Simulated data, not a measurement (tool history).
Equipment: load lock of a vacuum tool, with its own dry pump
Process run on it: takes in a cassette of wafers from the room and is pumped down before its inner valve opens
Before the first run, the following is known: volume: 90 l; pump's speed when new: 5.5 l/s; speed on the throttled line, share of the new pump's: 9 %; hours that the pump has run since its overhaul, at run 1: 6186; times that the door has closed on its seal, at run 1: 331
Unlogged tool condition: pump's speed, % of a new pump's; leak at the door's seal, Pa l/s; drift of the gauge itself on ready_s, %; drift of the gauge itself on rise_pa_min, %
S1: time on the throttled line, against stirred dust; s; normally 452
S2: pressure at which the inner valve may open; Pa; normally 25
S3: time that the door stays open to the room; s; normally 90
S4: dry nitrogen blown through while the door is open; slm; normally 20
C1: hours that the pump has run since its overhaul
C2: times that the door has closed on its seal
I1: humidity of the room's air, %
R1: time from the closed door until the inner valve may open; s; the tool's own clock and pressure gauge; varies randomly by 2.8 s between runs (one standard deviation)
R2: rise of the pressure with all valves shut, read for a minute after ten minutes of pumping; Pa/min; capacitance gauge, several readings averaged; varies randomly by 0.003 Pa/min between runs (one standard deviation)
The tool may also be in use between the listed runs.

{"run": 1, "hour": 0.0, "S1": 452, "S2": 25, "S3": 90, "S4": 20, "C1": 6186, "C2": 331, "I1": 44.4, "R1": 546.5, "R2": 0.036}
{"run": 2, "hour": 74.7, "S1": 452, "S2": 25, "S3": 90, "S4": 20, "C1": 6261, "C2": 636, "I1": 42.5, "R1": 547.1, "R2": 0.033}
{"run": 3, "hour": 197.5, "S1": 452, "S2": 25, "S3": 90, "S4": 20, "C1": 6383, "C2": 1138, "I1": 46.5, "R1": 553.7, "R2": 0.036}
{"run": 4, "hour": 288.7, "S1": 452, "S2": 25, "S3": 90, "S4": 20, "C1": 6475, "C2": 1510, "I1": 43.2, "R1": 546.2, "R2": 0.036}
{"run": 5, "hour": 419.8, "S1": 452, "S2": 23, "S3": 90, "S4": 20, "C1": 6606, "C2": 2046, "I1": 46.1, "R1": 547, "R2": 0.035}
{"run": 6, "hour": 566.7, "S1": 806, "S2": 25, "S3": 90, "S4": 20, "C1": 6753, "C2": 2646, "I1": 45.3, "R1": 873.3, "R2": 0.037}
{"run": 7, "hour": 737.3, "S1": 806, "S2": 25, "S3": 90, "S4": 20, "C1": 6923, "C2": 3343, "I1": 45.2, "R1": 868.3, "R2": 0.038}
{"run": 8, "hour": 814.8, "S1": 452, "S2": 25, "S3": 90, "S4": 20, "C1": 7001, "C2": 3660, "I1": 42.7, "R1": 550.1, "R2": 0.028}
{"run": 9, "hour": 923.3, "S1": 311, "S2": 25, "S3": 100, "S4": 9, "C1": 7109, "C2": 4103, "I1": 44.2, "R1": 424, "R2": 0.045}
{"run": 10, "hour": 1062.5, "S1": 254, "S2": 18, "S3": 121, "S4": 20, "C1": 7248, "C2": 4671, "I1": 45.8, "R1": 374.9, "R2": 0.04}
{"run": 11, "hour": 1162.2, "S1": 254, "S2": 18, "S3": 121, "S4": 20, "C1": 7348, "C2": 5079, "I1": 45.4, "R1": 374.8, "R2": 0.043}
{"run": 12, "hour": 1283.1, "S1": 602, "S2": 36, "S3": 47, "S4": 6, "C1": 7469, "C2": 5573, "I1": 41.6, "R1": 682.7, "R2": 0.038}
{"run": 13, "hour": 1411.6, "S1": 309, "S2": 25, "S3": 90, "S4": 8, "C1": 7598, "C2": 6098, "I1": 44.5, "R1": 420, "R2": 0.046}
{"run": 14, "hour": 1562.3, "S1": 309, "S2": 25, "S3": 90, "S4": 8, "C1": 7748, "C2": 6713, "I1": 45.9, "R1": 421.3, "R2": 0.046}
{"run": 15, "hour": 1648.8, "S1": 309, "S2": 25, "S3": 90, "S4": 8, "C1": 7835, "C2": 7067, "I1": 47.1, "R1": 419.3, "R2": 0.049}

Consider 3 possible next runs. They are alternatives, not a sequence: every one starts from the tool as it was left by run 15. What does each give?
{"run": "A", "hour": 1780.5, "S1": 277, "S2": 25, "S3": 117, "S4": 8, "C1": 7966, "C2": 7605, "I1": 43.9, "R1": "?", "R2": "?"}
{"run": "B", "hour": 1780.5, "S1": 625, "S2": 25, "S3": 48, "S4": 8, "C1": 7966, "C2": 7605, "I1": 44.2, "R1": "?", "R2": "?"}
{"run": "C", "hour": 1780.5, "S1": 309, "S2": 25, "S3": 80, "S4": 8, "C1": 7966, "C2": 7605, "I1": 50.3, "R1": "?", "R2": "?"}

run=A R1=391.9 R2=0.05
run=B R1=703.1 R2=0.038
run=C R1=414.3 R2=0.056
With the hidden condition removed and each run's random variation left untouched, the same runs would have given:
run=A R1=391.7 R2=0.05
run=B R1=703 R2=0.038
run=C R1=414 R2=0.055
